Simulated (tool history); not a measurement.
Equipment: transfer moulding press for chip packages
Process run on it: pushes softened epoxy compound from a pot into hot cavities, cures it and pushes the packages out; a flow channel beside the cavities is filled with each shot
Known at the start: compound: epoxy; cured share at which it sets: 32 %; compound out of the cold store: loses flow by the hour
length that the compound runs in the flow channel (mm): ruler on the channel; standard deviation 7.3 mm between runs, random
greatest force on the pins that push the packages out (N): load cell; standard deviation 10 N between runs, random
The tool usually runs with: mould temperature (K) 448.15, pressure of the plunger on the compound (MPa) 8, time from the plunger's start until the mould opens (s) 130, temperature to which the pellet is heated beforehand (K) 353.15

| run | hour | mould temperature (K) | pressure of the plunger on the compound (MPa) | time from the plunger's start until the mould opens (s) | temperature to which the pellet is heated beforehand (K) | incoming compound's hours out of the cold store | length that the compound runs in the flow channel (mm) | greatest force on the pins that push the packages out (N) |
|---|---|---|---|---|---|---|---|---|
| 1 | 0 | 448.15 | 8 | 130 | 353.15 | 44.3 | 846 | 732 |
| 2 | 19.1 | 448.15 | 8 | 130 | 353.15 | 29 | 922 | 729 |
|  | 29 | cavities cleaned with cleaning compound and waxed |
| 3 | 53.5 | 448.15 | 8 | 130 | 353.15 | 12.8 | 1026 | 613 |
| 4 | 83.8 | 448.15 | 8 | 110 | 353.15 | 12.4 | 1030 | 836 |
| 5 | 107.1 | 451.15 | 8 | 130 | 353.15 | 20.6 | 959 | 639 |
| 6 | 134 | 448.15 | 8 | 115 | 353.15 | 37.9 | 873 | 815 |
| 7 | 161.6 | 448.15 | 8 | 130 | 353.15 | 33.1 | 893 | 754 |
|  | 189.6 | plunger's sealing rings changed |
| 8 | 189.6 | 448.15 | 8 | 130 | 353.15 | 32.1 | 949 | 744 |
|  | 214.9 | cavities cleaned with cleaning compound and waxed |
| 9 | 217.8 | 448.15 | 8 | 130 | 353.15 | 16.2 | 1034 | 487 |
| 10 | 249.1 | 448.15 | 8 | 130 | 353.15 | 30.5 | 960 | 566 |
| 11 | 282.9 | 448.15 | 8 | 119 | 353.15 | 22.3 | 1007 | 747 |
| 12 | 300.7 | 448.15 | 8 | 118 | 354.15 | 36.5 | 921 | 787 |
| 13 | 331.1 | 448.15 | 8 | 117 | 353.15 | 29.2 | 950 | 840 |
| 14 | 353.8 | 448.15 | 8 | 117 | 353.15 | 31.4 | 935 | 825 |
| 15 | 377.5 | 440.15 | 8.81 | 130 | 358.15 | 16 | 1120 | 1210 |
|  | 399.2 | cavities cleaned with cleaning compound and waxed |
| 16 | 399.2 | 446.15 | 8 | 130 | 360.15 | 38.7 | 901 | 509 |
|  | 439 | mould's thermocouples calibrated |
| 17 | 439.2 | 446.15 | 9.38 | 130 | 348.15 | 43.3 | 940 | 618 |
| 18 | 455.1 | 446.15 | 9.38 | 130 | 348.15 | 46.1 | 938 | 638 |
| 19 | 493.3 | 448.15 | 6.81 | 130 | 354.15 | 36.8 | 833 | 675 |
| 20 | 523.2 | 453.15 | 9.47 | 118 | 355.15 | 23 | 1037 | 653 |
| 21 | 540.7 | 453.15 | 9.47 | 118 | 355.15 | 28.4 | 993 | 667 |
| 22 | 568.2 | 450.15 | 7.7 | 118 | 348.15 | 20 | 949 | 747 |

Table of differences, measured result less the result of that run with no hidden state. Run-to-run variation is the same in both. Gauge scatter possibly is not:
Unlogged tool condition in this case: true mould temperature over the reading, C; pressure that reaches the compound, % of what is set; grip of the stained cavities, % over clean ones'; drift of the gauge itself on flow_mm, %; drift of the gauge itself on push_out_n, %.
| run | length that the compound runs in the flow channel (mm) | greatest force on the pins that push the packages out (N) |
|---|---|---|
| 1 | -28 | +282 |
| 2 | -32 | +286 |
| 3 | -38 | +128 |
| 4 | -41 | +264 |
| 5 | -40 | +213 |
| 6 | -38 | +300 |
| 7 | -41 | +282 |
| 8 | +3 | +289 |
| 9 | +3 | +31 |
| 10 | +0 | +135 |
| 11 | -2 | +246 |
| 12 | -4 | +277 |
| 13 | -6 | +321 |
| 14 | -7 | +320 |
| 15 | -10 | +503 |
| 16 | -10 | +35 |
| 17 | -18 | +148 |
| 18 | -18 | +178 |
| 19 | -19 | +227 |
| 20 | -25 | +235 |
| 21 | -25 | +246 |
| 22 | -26 | +279 |
